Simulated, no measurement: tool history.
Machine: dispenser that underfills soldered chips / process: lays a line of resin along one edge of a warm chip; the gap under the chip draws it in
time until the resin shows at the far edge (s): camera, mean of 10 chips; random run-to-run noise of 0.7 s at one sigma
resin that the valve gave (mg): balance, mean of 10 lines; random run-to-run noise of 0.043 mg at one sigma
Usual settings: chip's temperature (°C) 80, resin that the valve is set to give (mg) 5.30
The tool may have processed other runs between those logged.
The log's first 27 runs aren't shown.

run,hour,chip's temperature (°C),resin that the valve is set to give (mg),time until the resin shows at the far edge (s),resin that the valve gave (mg)
28,147.5,80,6.56,79.9,6.22
29,153.0,80,6.81,113.1,6.38
# hour 154.6: new syringe of resin
30,157.9,79,6.62,75.0,6.16
31,161.9,90,5.70,70.8,5.35
# hour 166.3: new syringe of resin
32,168.6,71,6.36,94.1,5.98
33,174.0,86,6.76,81.8,6.25
# hour 177.8: new syringe of resin
34,180.0,86,6.76,57.3,6.32
35,186.5,84,4.76,97.5,4.38
# hour 189.8: new syringe of resin
36,194.3,75,6.85,89.9,6.38

Branching from run 36: 3 alternative next runs. What would each branch give?
A,197.7,93,6.85,?,?
B,197.7,76,4.54,?,?
C,197.7,75,6.29,?,?

run,time until the resin shows at the far edge (s),resin that the valve gave (mg)
A,66.4,6.31
B,122.3,4.18
C,114.2,5.87
Without the tool's unlogged condition, the same runs would have read:
run,time until the resin shows at the far edge (s),resin that the valve gave (mg)
A,41.4,6.86
B,74.1,4.55
C,71.2,6.37
